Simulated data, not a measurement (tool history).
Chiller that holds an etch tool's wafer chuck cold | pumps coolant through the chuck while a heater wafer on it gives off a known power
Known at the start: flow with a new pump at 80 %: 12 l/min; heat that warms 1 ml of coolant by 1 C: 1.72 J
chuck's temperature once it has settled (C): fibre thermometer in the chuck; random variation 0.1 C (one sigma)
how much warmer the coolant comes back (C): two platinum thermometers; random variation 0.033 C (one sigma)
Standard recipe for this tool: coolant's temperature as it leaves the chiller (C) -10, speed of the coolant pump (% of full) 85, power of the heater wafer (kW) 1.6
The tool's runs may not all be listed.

run	hour	coolant's temperature as it leaves the chiller (C)	speed of the coolant pump (% of full)	power of the heater wafer (kW)	chuck's temperature once it has settled (C)	how much warmer the coolant comes back (C)
1	0	-10	85	1.6	1.7	5.27
2	133.6	-10	85	1.6	1.9	5.29
3	266.4	-10	85	1.6	2	5.25
4	397.8	-10	85	1.6	2	5.3
5	484.5	-10	85	1.6	2.1	5.36
6	568.5	-10	85	1.6	2.2	5.42
7	694.4	-14	85	1.6	-1.6	5.41
8	800.5	-10	65	1.6	4.8	7.23
# hour 812.7: chiller's thermometer calibrated
9	872.7	-10	65	1.6	4.8	7.25
10	952.5	-11	85	1.6	1.4	5.52
# hour 966.5: coolant pump overhauled
11	1077.1	-10	85	1.6	1.1	4.45
12	1197.4	-10	85	1.6	0.9	4.46
13	1298.6	0	96	1.6	10.2	3.92
14	1426.5	0	96	1.6	10.5	3.94
15	1538.3	-5	79	1.746	7.8	5.33
# hour 1551.3: chiller's thermometer calibrated, once more
16	1649.7	-16	87	2.356	1.7	6.49
17	1735	-10	85	1.6	2.1	4.51
18	1833.6	-18	82	1.343	-7.4	3.93
19	1951.7	-10	92	1.6	1.8	4.17
20	2059.6	-13	60	0.871	-4.6	3.59
# hour 2099.6: coolant changed, channels flushed
21	2153.5	-13	60	0.871	-6.2	3.61

Consider 5 possible next runs. They are alternatives, not a sequence: every one starts from the tool as it was left by run 21. What does each give?
A	2220.7	-10	100	1.6	?	?
B	2220.7	-1	60	0.871	?	?
C	2220.7	-17	74	0.811	?	?
D	2220.7	-10	60	0.871	?	?
E	2220.7	-6	77	1.6	?	?

run	chuck's temperature once it has settled (C)	how much warmer the coolant comes back (C)
A	-0.6	3.89
B	6	3.65
C	-11.3	2.64
D	-3	3.64
E	4.8	5.08
The same runs, with their run-to-run variation unchanged, on a tool lacking any hidden condition would have given:
run	chuck's temperature once it has settled (C)	how much warmer the coolant comes back (C)
A	-0.8	3.68
B	5.8	3.46
C	-11.4	2.5
D	-3.2	3.45
E	4.5	4.81
